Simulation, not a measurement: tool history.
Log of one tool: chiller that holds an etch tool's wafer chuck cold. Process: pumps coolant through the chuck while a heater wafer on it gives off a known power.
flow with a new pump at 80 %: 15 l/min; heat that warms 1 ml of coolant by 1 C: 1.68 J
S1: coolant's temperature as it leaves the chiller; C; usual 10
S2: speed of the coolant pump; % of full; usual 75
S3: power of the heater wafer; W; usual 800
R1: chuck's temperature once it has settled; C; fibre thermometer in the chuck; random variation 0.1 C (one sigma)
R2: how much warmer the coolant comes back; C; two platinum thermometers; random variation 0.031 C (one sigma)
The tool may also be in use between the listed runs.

run    hour  S1  S2    S3    R1    R2
  1       0  10  75   800  17.7  2.03
  2     111  10  75   800  17.6  2.06
  3   179.5  10  67   800  18.2  2.32
  4   281.1  10  67   800  18.4   2.3
  5     379  10  67   800  18.3  2.29
  6   486.3  15  75   800  22.8  2.01
  7   569.7  10  75   537  15.2  1.37
  8   675.6  11  63  1066  22.7  3.28
  9   761.3  11  63  1066  22.6  3.35
 10   815.4  11  97  1153  20.6  2.23
 11   890.4  11  61  1119  23.5   3.6
 12  1003.6  10  98   800  16.7  1.52
 13  1096.8  18  74   599    24  1.59
 14  1172.9  14  74  1000    24   2.6

3 ways to go on from here, each from the tool as it stands after run 14. What would each give?
  A  1247.5   3  70  965   ?   ?
  B  1247.5   7  83  457   ?   ?
  C  1247.5  12  69  800   ?   ?

run    R1    R2
  A  13.1  2.72
  B  11.1  1.05
  C  20.3   2.2
Without the tool's hidden state the same runs would have given:
run    R1    R2
  A  12.3  2.67
  B  10.8  1.03
  C  19.7  2.16
